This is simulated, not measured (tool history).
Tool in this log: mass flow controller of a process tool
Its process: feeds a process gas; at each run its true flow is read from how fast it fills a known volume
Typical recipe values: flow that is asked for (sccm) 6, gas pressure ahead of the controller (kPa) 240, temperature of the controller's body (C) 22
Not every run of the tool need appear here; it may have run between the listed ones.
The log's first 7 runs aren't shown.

run	hour	flow that is asked for (sccm)	gas pressure ahead of the controller (kPa)	temperature of the controller's body (C)	true flow (%)
8	976.4	6	240	22	105.09
9	1099.3	6	240	22	105.27
10	1261.8	6	240	22	105.44
# hour 1298.8: controller exchanged for a calibrated one
11	1427.3	6	240	22	99.74
12	1527.9	6	240	22	99.81
13	1646.2	6	240	22	99.84
14	1841.2	6	240	22	100.05
15	1976.1	6	240	22	100.07
16	2181.8	6	240	22	100.21
17	2360.2	6	190	22	100.51
18	2449	6	240	22	100.46
19	2625.8	6	240	22	100.48
20	2812.9	6	240	22	100.55
21	3023.9	5	223	23	101.11
22	3200.4	9	243	23	100.91
23	3299.3	11	240	40	101.39
24	3414	17	214	22	101.11
25	3526.7	17	214	22	101.21
26	3721.7	12	238	38	101.55
27	3882.8	12	238	38	101.61
28	4041.8	5	279	38	101.96

Run 29, settings as shown, results not yet in. Your forecast:
29	4181.5	3	146	36	?

true flow (%): 103.18
Without the tool's hidden state the same run would have given true flow (%) 100.02.

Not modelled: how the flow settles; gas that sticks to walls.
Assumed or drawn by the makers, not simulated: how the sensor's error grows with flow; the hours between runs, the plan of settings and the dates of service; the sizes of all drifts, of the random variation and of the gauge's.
